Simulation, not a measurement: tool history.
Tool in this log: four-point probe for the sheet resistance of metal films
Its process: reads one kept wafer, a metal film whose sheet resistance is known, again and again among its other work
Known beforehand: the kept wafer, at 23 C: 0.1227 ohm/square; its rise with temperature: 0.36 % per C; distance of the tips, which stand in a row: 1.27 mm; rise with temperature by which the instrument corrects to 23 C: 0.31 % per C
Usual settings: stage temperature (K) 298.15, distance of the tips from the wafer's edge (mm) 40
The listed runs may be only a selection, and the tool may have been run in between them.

run,hour,stage temperature (K),distance of the tips from the wafer's edge (mm),sheet resistance as the instrument gives it (ohm/square)
1,0,298.15,40,0.122899
2,75.7,298.15,40,0.122959
3,128.9,298.15,40,0.122882
4,232.6,307.15,40,0.123409
5,313.8,307.15,40,0.123431
6,417.1,307.15,40,0.123399
7,520.1,307.15,40,0.123409
8,564.6,297.15,7,0.124886
9,608.9,292.15,6,0.125308
10,688.3,302.15,30,0.123172
11,788.2,297.15,14,0.123355
12,884.8,297.15,14,0.123323
13,970.2,303.15,5,0.127231

Below are 4 alternative next runs, each starting from the tool's condition after run 13. Predict each:
A,1054,308.15,33,?
B,1054,303.15,5,?
C,1054,301.15,16,?
D,1054,293.15,17,?

run,sheet resistance as the instrument gives it (ohm/square)
A,0.123548
B,0.127261
C,0.123431
D,0.122884
Without the tool's hidden state the same runs would have given:
run,sheet resistance as the instrument gives it (ohm/square)
A,0.123542
B,0.127254
C,0.123425
D,0.122878
